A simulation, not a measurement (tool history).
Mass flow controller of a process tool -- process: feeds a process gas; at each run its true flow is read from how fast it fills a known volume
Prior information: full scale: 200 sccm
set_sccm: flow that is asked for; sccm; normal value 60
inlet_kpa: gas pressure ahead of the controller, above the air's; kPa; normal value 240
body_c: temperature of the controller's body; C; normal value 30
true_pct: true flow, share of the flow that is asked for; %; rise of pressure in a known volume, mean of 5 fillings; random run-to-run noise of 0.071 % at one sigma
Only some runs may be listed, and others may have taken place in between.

run,hour,set_sccm,inlet_kpa,body_c,true_pct
1,0,60,240,30,99.64
2,539,60,240,30,99.35
3,1042.4,60,240,30,99.18
4,1398.9,60,240,30,99.28
5,1903.6,60,240,30,99.16
6,2307.5,60,240,30,99.14
7,2595.4,60,194,30,98.56
# hour 2736.2: controller's zero set anew
8,2922,60,194,30,98.43
9,3349.4,60,194,30,98.37
10,3680.2,60,194,30,98.37
11,4105.1,114,240,30,98.77
# hour 4142.8: controller exchanged for a calibrated one
12,4418.9,114,240,30,98.62
13,4955.7,60,240,30,98.45
14,5474.8,60,240,30,98.23
15,5872.4,60,240,30,98.3
16,6155.4,60,240,30,98.2
# hour 6229: gauge calibrated
17,6496.6,60,240,32,99.26
18,6906.8,60,240,26,99.63
19,7245.5,60,240,26,99.52
20,7482.7,60,240,32,98.97
21,7721.7,60,231,30,99.08
22,8145.2,60,231,30,99.07
23,8388.3,60,240,30,99.09
24,8770.6,60,240,30,98.98
25,9197.9,31,240,23,99.2
26,9528.7,35,142,32,98
27,9863.5,106,236,30,98.82
28,10300.2,68,274,30,98.93
29,10663.4,94,199,23,98.78
30,10988,94,199,23,98.76
31,11452.9,87,267,28,98.87
32,11679.6,87,267,28,98.66
33,12218.5,42,240,30,98.15
34,12757.7,21,268,38,97.54
35,13264.1,21,268,38,97.34
36,13534.9,60,158,22,97.95
37,13794.1,60,225,25,97.98
38,14228.4,60,225,25,97.99
39,14687.5,44,240,30,97.63
# hour 15049.6: controller's zero set anew
40,15049.6,127,142,22,97.58
41,15532,60,178,22,97.54
42,15890.6,60,211,40,96.34
43,16304.4,38,244,27,97.26
# hour 16462.6: controller exchanged for a calibrated one
44,16817.2,164,223,31,97.17
45,17291.5,38,240,23,97.5
46,17708.3,34,214,30,96.7
47,18072,60,145,22,96.79
48,18469.7,189,240,39,96.55

Here are 4 independent what-if runs from the current tool condition. What would each one return?
A,18994.6,101,161,38,?
B,18994.6,60,279,26,?
C,18994.6,60,240,38,?
D,18994.6,181,164,39,?

run,true_pct
A,95.57
B,97.26
C,96.09
D,95.74
Stripped of hidden state, with their random variation kept, the same runs would have yielded:
run,true_pct
A,98.39
B,100.12
C,98.92
D,98.56
